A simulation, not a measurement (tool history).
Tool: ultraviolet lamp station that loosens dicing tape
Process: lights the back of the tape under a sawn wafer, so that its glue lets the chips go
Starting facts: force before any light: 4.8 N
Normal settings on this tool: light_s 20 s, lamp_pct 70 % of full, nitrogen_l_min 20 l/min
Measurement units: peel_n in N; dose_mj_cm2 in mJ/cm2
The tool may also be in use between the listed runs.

run     day  light_s  lamp_pct  nitrogen_l_min  peel_n  dose_mj_cm2
  1       0       20        70              20   0.388          336
  2   0.408       20        70              20   0.401          328
  3   0.821       20        70              20   0.421          333
  4   1.392       20        70              20   0.412          334
  5   1.767       20        70              15     0.5          325
  6   2.183       20        70              15   0.504          326
  7   2.529       20        70              15   0.506          321
  8   2.829       20        70              15   0.516          324
  9   3.496       20        70              20   0.441          324
 10   3.779       20        70              20   0.437          325
 11   4.088       20        95              20   0.214          437
 12   4.517       20        70              14   0.539          320
 13   4.946       20        70              38   0.275          321
 14    5.25       20        70              38   0.308          320
 15     5.8       10        70              20   1.316          159
 16   6.104       10        70              20   1.375          163
 17   6.633       20        70              20   0.447          321
 18   7.154       20        70              20   0.445          317
 19   7.583       20        70              20   0.448          320
 20   8.025       20        70              20   0.441          318
 21   8.512       20        70              20   0.445          312
 22   8.867       20        70              20   0.461          314
 23   9.362       19        85               6   0.788          358
 24   9.883       33        74              20   0.132          544
 25  10.538       10        70              10   1.868          150
 26  11.188       14        89              37   0.448          272
 27   11.55       14        89              37    0.45          274
 28  11.892       14        89              37   0.451          269
     11.954  -- window cleaned of glue's vapour
 29    12.5       39        62              37   0.121          502
 30  12.821       39        62              37   0.106          502
 31  13.225       19        98              16   0.334          377
 32  13.754       32        93              20   0.103          615
 33  14.254       32        93              20   0.097          605
 34  14.908       32        93              20   0.105          603
 35    15.2       20        73              24   0.481          297
     15.742  -- window cleaned of glue's vapour, once more
 36  15.792       20        73              24   0.277          369
 37  16.392       20        73              24   0.285          363
 38  16.721       23        62               7   0.716          357
 39  17.383       23        70               6   0.619          399
 40  17.804       13        70               6   1.472          224
 41  18.238       13        70               6     1.5          224
 42  18.858       13        70               6   1.536          224
 43  19.383       20        88              20   0.216          430
 44    19.7       15        65              16   0.866          238

Here are 3 independent what-if runs from the current tool condition. What would each one return?
  A  20.217       14        65              16       ?            ?
  B  20.217       11        94              16       ?            ?
  C  20.217       18        70              18       ?            ?

run  peel_n  dose_mj_cm2
  A   0.956          220
  B     0.8          252
  C   0.529          310
What these runs would have given with no unlogged condition in the tool:
run  peel_n  dose_mj_cm2
  A   0.812          244
  B   0.668          279
  C   0.428          343
